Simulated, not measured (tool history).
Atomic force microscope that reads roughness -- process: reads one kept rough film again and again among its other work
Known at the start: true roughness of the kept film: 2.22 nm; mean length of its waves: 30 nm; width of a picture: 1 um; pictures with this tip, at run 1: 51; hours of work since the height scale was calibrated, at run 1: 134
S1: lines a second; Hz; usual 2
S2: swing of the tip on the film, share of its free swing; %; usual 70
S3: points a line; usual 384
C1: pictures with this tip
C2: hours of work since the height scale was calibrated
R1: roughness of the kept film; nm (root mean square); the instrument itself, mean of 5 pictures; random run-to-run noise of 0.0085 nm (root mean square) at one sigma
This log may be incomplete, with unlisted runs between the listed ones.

run	hour	S1	S2	S3	C1	C2	R1
1	0	2	70	384	51	134	1.642
2	8.5	2	70	384	58	138	1.601
3	21.5	1.18	70	384	69	145	1.631
# hour 30.1: new tip fitted
4	32.7	2	70	384	2	150	1.844
5	46	2	70	384	14	157	1.795
6	56.2	0.55	70	384	23	163	1.894
7	66.8	2	62	384	32	168	1.792
8	75.7	2	62	384	40	173	1.763
9	89.3	2	70	347	51	180	1.645
10	99.2	2	70	347	60	185	1.623
11	110.8	2	56	534	70	191	1.705
# hour 118.1: new tip fitted
12	120.7	0.56	64	448	2	196	2.024
13	136.4	1.44	69	317	16	204	1.85
14	143.5	2	56	490	22	208	1.888
15	159.4	2	56	717	35	216	1.84

What if the next run were any one of these 5? Each begins from the tool's condition after run 15:
A	167.6	2	70	394	42	221	?
B	167.6	0.68	56	717	42	221	?
C	167.6	1.25	71	717	42	221	?
D	167.6	1.85	86	717	42	221	?
E	167.6	2	70	752	42	221	?

run	R1
A	1.694
B	1.861
C	1.779
D	1.559
E	1.721
Without the tool's unlogged condition, the same runs would have read:
run	R1
A	1.856
B	2.039
C	1.947
D	1.706
E	1.884

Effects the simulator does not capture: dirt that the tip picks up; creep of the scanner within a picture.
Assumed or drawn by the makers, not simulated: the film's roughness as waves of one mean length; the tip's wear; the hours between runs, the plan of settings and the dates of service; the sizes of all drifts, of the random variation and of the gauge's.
